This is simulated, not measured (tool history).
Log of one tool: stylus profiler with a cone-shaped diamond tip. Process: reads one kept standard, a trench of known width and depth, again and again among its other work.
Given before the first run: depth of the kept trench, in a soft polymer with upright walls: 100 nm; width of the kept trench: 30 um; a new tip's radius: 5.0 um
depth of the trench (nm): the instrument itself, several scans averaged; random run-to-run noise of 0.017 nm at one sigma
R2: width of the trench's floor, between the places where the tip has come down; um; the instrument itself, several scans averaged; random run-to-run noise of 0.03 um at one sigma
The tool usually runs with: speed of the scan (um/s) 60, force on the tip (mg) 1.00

{"run": 1, "day": 0.0, "speed of the scan (um/s)": 60, "force on the tip (mg)": 1.0, "depth of the trench (nm)": 100.3, "R2": 26.99}
{"run": 2, "day": 4.046, "speed of the scan (um/s)": 60, "force on the tip (mg)": 1.0, "depth of the trench (nm)": 100.33, "R2": 26.9}
{"run": 3, "day": 7.754, "speed of the scan (um/s)": 209, "force on the tip (mg)": 1.0, "depth of the trench (nm)": 100.33, "R2": 26.41}
{"run": 4, "day": 11.604, "speed of the scan (um/s)": 209, "force on the tip (mg)": 1.0, "depth of the trench (nm)": 100.31, "R2": 26.43}
{"run": 5, "day": 15.025, "speed of the scan (um/s)": 209, "force on the tip (mg)": 1.0, "depth of the trench (nm)": 100.32, "R2": 26.37}
{"run": 6, "day": 18.258, "speed of the scan (um/s)": 209, "force on the tip (mg)": 1.0, "depth of the trench (nm)": 100.31, "R2": 26.31}
{"run": 7, "day": 22.55, "speed of the scan (um/s)": 60, "force on the tip (mg)": 0.36, "depth of the trench (nm)": 100.17, "R2": 26.78}
{"run": 8, "day": 26.333, "speed of the scan (um/s)": 60, "force on the tip (mg)": 1.0, "depth of the trench (nm)": 100.36, "R2": 26.88}
{"run": 9, "day": 29.95, "speed of the scan (um/s)": 100, "force on the tip (mg)": 1.27, "depth of the trench (nm)": 100.38, "R2": 26.8}
{"run": 10, "day": 33.788, "speed of the scan (um/s)": 100, "force on the tip (mg)": 1.27, "depth of the trench (nm)": 100.4, "R2": 26.76}
{"run": 11, "day": 37.008, "speed of the scan (um/s)": 187, "force on the tip (mg)": 0.38, "depth of the trench (nm)": 100.19, "R2": 25.92}
{"run": 12, "day": 42.025, "speed of the scan (um/s)": 187, "force on the tip (mg)": 0.38, "depth of the trench (nm)": 100.22, "R2": 26.01}
{"run": 13, "day": 45.071, "speed of the scan (um/s)": 187, "force on the tip (mg)": 0.38, "depth of the trench (nm)": 100.19, "R2": 25.94}
{"run": 14, "day": 49.646, "speed of the scan (um/s)": 187, "force on the tip (mg)": 0.38, "depth of the trench (nm)": 100.21, "R2": 25.85}
{"run": 15, "day": 54.6, "speed of the scan (um/s)": 16, "force on the tip (mg)": 1.15, "depth of the trench (nm)": 100.42, "R2": 27.06}

3 ways to go on from here, each from the tool as it stands after run 15. What would each give?
{"run": "A", "day": 59.354, "speed of the scan (um/s)": 16, "force on the tip (mg)": 2.18, "depth of the trench (nm)": "?", "R2": "?"}
{"run": "B", "day": 59.354, "speed of the scan (um/s)": 60, "force on the tip (mg)": 1.03, "depth of the trench (nm)": "?", "R2": "?"}
{"run": "C", "day": 59.354, "speed of the scan (um/s)": 82, "force on the tip (mg)": 1.76, "depth of the trench (nm)": "?", "R2": "?"}

run=A depth_of_the_trench_(nm)=100.63 R2=27.05
run=B depth_of_the_trench_(nm)=100.38 R2=26.80
run=C depth_of_the_trench_(nm)=100.51 R2=26.82
Without the tool's hidden state the same runs would have given:
run=A depth_of_the_trench_(nm)=100.57 R2=28.00
run=B depth_of_the_trench_(nm)=100.31 R2=27.75
run=C depth_of_the_trench_(nm)=100.45 R2=27.78

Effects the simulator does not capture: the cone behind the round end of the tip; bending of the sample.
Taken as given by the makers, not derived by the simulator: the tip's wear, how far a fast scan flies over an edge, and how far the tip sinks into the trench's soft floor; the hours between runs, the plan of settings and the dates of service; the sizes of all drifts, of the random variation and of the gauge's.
